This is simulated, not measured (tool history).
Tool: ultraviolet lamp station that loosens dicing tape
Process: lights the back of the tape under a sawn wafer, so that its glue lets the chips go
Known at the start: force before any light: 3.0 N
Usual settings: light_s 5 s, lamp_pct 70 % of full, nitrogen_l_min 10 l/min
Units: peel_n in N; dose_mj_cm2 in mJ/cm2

run	hour	light_s	lamp_pct	nitrogen_l_min	peel_n	dose_mj_cm2
1	0	5	70	10	0.337	478
2	9.7	5	70	10	0.359	471
3	22.3	5	70	10	0.355	474
4	33.1	5	70	18	0.292	467
5	40.8	5	70	10	0.347	466
6	52.4	5	70	10	0.331	466
7	64.3	5	70	10	0.346	464
8	72	5	70	3	0.65	464
9	79.6	5	70	9	0.362	468
10	94.7	5	70	9	0.362	467
11	101.6	4	70	10	0.467	374
12	115.4	4	70	10	0.451	374
13	124.6	5	70	10	0.369	463
14	136.1	5	70	10	0.353	462
15	145	5	70	10	0.348	457
16	158.6	5	70	14	0.308	462
17	173.3	5	68	10	0.378	441
18	180.1	4	70	10	0.462	364
19	192	4	70	10	0.457	366
20	204.4	4	70	10	0.449	365
21	217.8	4	70	19	0.359	366
22	231.2	4	70	19	0.369	362
23	241.4	7	73	10	0.261	656
24	249.4	2	70	6	1.257	179
25	264	2	65	18	0.906	168
26	270.5	2	78	4	1.362	204
# hour 272.1: window cleaned of glue's vapour
27	279.2	2	78	4	1.366	194
28	286.5	8	70	19	0.247	696
29	298.3	8	70	19	0.227	698
# hour 307.8: window cleaned of glue's vapour, once more
30	308.7	8	70	19	0.232	752
31	316.1	5	100	10	0.267	670
32	331	3	100	7	0.505	402
33	340.9	3	100	7	0.508	400
34	347.1	3	100	7	0.516	399
35	355.2	3	100	7	0.519	397
36	370	2	67	8	1.152	175
37	382.2	9	70	4	0.29	832
38	389.2	5	95	4	0.39	629
39	400.8	4	94	12	0.318	494
40	411	4	78	13	0.368	408
41	417.7	9	67	4	0.296	781
42	431.7	2	82	10	0.869	214
43	443.6	2	82	10	0.891	212

Forecast each of these 3 alternatives for the next run:
A	458.6	2	82	15	?	?
B	458.6	2	82	12	?	?
C	458.6	5	70	13	?	?

run	peel_n	dose_mj_cm2
A	0.768	213
B	0.849	212
C	0.33	459
Without the tool's hidden state the same runs would have given:
run	peel_n	dose_mj_cm2
A	0.7	230
B	0.776	229
C	0.306	496
